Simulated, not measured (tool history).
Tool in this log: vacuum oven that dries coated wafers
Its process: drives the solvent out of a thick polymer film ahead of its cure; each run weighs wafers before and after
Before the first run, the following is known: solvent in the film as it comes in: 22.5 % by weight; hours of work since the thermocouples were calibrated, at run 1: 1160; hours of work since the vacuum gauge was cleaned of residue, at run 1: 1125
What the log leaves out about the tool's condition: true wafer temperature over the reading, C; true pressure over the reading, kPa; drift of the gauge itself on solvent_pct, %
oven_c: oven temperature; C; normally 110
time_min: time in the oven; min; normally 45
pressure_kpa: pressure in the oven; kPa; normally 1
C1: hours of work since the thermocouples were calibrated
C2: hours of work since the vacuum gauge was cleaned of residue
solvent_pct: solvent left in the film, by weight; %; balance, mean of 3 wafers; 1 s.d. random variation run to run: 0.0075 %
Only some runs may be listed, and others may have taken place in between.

Run 1, hour 0: usual settings; C1 1160; C2 1125. Result: solvent_pct 0.941 %.
Run 2, hour 49.4: usual settings; C1 1193; C2 1158. Result: solvent_pct 0.939 %.
At hour 77.5: oven's thermocouples calibrated.
Run 3, hour 79.6: usual settings; C1 1; C2 1177. Result: solvent_pct 1.076 %.
Run 4, hour 114.3: usual settings; C1 24; C2 1200. Result: solvent_pct 1.084 %.
Run 5, hour 157.9: usual settings; C1 53; C2 1229. Result: solvent_pct 1.086 %.
Run 6, hour 193.6: usual settings but oven_c 118 C; C1 77; C2 1252. Result: solvent_pct 0.394 %.
At hour 213.5: vacuum gauge cleaned of residue and calibrated.
Run 7, hour 244.9: usual settings but oven_c 118 C; C1 110; C2 21. Result: solvent_pct 0.333 %.
Run 8, hour 265.7: usual settings but pressure_kpa 3.23 kPa; C1 124; C2 35. Result: solvent_pct 1.738 %.
Run 9, hour 310.8: usual settings but pressure_kpa 1.13 kPa; C1 154; C2 64. Result: solvent_pct 1.064 %.
Run 10, hour 343.9: usual settings but pressure_kpa 1.13 kPa; C1 176; C2 86. Result: solvent_pct 1.074 %.
Run 11, hour 372.4: usual settings but pressure_kpa 0.65 kPa; C1 195; C2 105. Result: solvent_pct 0.92 %.
Run 12, hour 401.7: usual settings but time_min 38 min; C1 214; C2 125. Result: solvent_pct 1.462 %.
Run 13, hour 427: usual settings but time_min 38 min; C1 231; C2 142. Result: solvent_pct 1.447 %.
Run 14, hour 469.9: usual settings but time_min 38 min; C1 259; C2 170. Result: solvent_pct 1.461 %.
Run 15, hour 519.8: usual settings but pressure_kpa 2.61 kPa; C1 292; C2 203. Result: solvent_pct 1.528 %.
Run 16, hour 564.8: usual settings but pressure_kpa 2.61 kPa; C1 322; C2 233. Result: solvent_pct 1.528 %.
Run 17, hour 603.5: usual settings; C1 348; C2 259. Result: solvent_pct 1.003 %.
Run 18, hour 624.4: usual settings; C1 362; C2 272. Result: solvent_pct 1.004 %.
Run 19, hour 674.1: usual settings; C1 395; C2 305. Result: solvent_pct 1.011 %.
Run 20, hour 724.8: usual settings; C1 428; C2 339. Result: solvent_pct 1.001 %.
Run 21, hour 759.8: usual settings; C1 451; C2 362. Result: solvent_pct 1.008 %.
Run 22, hour 809.1: usual settings; C1 484; C2 395. Result: solvent_pct 1.014 %.
Run 23, hour 844.4: usual settings; C1 508; C2 418. Result: solvent_pct 0.989 %.
Run 24, hour 873.5: usual settings; C1 527; C2 438. Result: solvent_pct 0.999 %.
Run 25, hour 901.4: usual settings; C1 545; C2 456. Result: solvent_pct 0.996 %.
Run 26, hour 927.5: usual settings but oven_c 100 C, time_min 30 min; C1 563; C2 473. Result: solvent_pct 5.957 %.
Run 27, hour 956.9: usual settings but oven_c 100 C, time_min 52 min; C1 582; C2 493. Result: solvent_pct 2.796 %.
Run 28, hour 998.4: usual settings but oven_c 98 C, time_min 56 min; C1 610; C2 521. Result: solvent_pct 3.076 %.
Run 29, hour 1027: usual settings but pressure_kpa 0.98 kPa; C1 629; C2 539. Result: solvent_pct 0.985 %.
Run 30, hour 1064.2: usual settings but oven_c 98 C, pressure_kpa 0.67 kPa; C1 653; C2 564. Result: solvent_pct 4.126 %.
Run 31, hour 1098.8: usual settings but time_min 29 min; C1 676; C2 587. Result: solvent_pct 2.42 %.
Run 32, hour 1138.9: usual settings but time_min 29 min; C1 703; C2 614. Result: solvent_pct 2.418 %.
Run 33, hour 1178.4: usual settings but oven_c 116 C, time_min 22 min, pressure_kpa 3.61 kPa; C1 729; C2 640. Result: solvent_pct 2.631 %.
Run 34, hour 1207.1: usual settings but oven_c 108 C, time_min 26 min, pressure_kpa 0.68 kPa; C1 748; C2 659. Result: solvent_pct 3.51 %.
Run 35, hour 1228.7: usual settings but oven_c 107 C, time_min 49 min, pressure_kpa 2.93 kPa; C1 762; C2 673. Result: solvent_pct 1.918 %.
Run 36, hour 1270: usual settings but pressure_kpa 2.13 kPa; C1 790; C2 701. Result: solvent_pct 1.339 %.
Run 37, hour 1302.6: usual settings but time_min 24 min, pressure_kpa 1.45 kPa; C1 811; C2 722. Result: solvent_pct 3.459 %.
Run 38, hour 1324.4: usual settings but oven_c 125 C, time_min 47 min; C1 826; C2 737. Result: solvent_pct 0.222 %.
Run 39, hour 1351.7: usual settings but oven_c 122 C, time_min 42 min; C1 844; C2 755. Result: solvent_pct 0.271 %.
Run 40, hour 1389.2: usual settings but oven_c 102 C, pressure_kpa 1.67 kPa; C1 869; C2 780. Result: solvent_pct 3.019 %.
Run 41, hour 1438.2: usual settings but oven_c 112 C, time_min 31 min, pressure_kpa 1.67 kPa; C1 901; C2 812. Result: solvent_pct 1.822 %.
Run 42, hour 1469.9: usual settings but oven_c 121 C, pressure_kpa 1.08 kPa; C1 922; C2 833. Result: solvent_pct 0.288 %.
Run 43, hour 1519.7: usual settings but oven_c 116 C, time_min 33 min; C1 955; C2 866. Result: solvent_pct 0.796 %.
Run 44, hour 1566.6: usual settings but oven_c 116 C, time_min 33 min; C1 987; C2 897. Result: solvent_pct 0.808 %.
Run 45, hour 1611.1: usual settings but oven_c 109 C, time_min 47 min; C1 1016; C2 927. Result: solvent_pct 1.009 %.
Run 46, hour 1636.2: usual settings but oven_c 109 C, time_min 47 min; C1 1033; C2 943. Result: solvent_pct 0.999 %.

The logged runs with the hidden state left out (each run's random variation unchanged):
run  solvent_pct
  1        1.026
  2        1.026
  3        1.009
  4        1.019
  5        1.024
  6        0.353
  7        0.328
  8        1.726
  9        1.056
 10        1.067
 11        0.914
 12        1.459
 13        1.446
 14        1.463
 15        1.531
 16        1.533
 17        1.009
 18        1.011
 19        1.021
 20        1.014
 21        1.023
 22        1.031
 23        1.008
 24        1.019
 25        1.018
 26        6.064
 27         2.87
 28        3.161
 29        1.013
 30        4.243
 31         2.51
 32        2.513
 33        2.724
 34        3.643
 35        1.977
 36        1.384
 37        3.603
 38        0.207
 39        0.259
 40        3.157
 41        1.921
 42        0.275
 43        0.841
 44        0.855
 45        1.069
 46         1.06
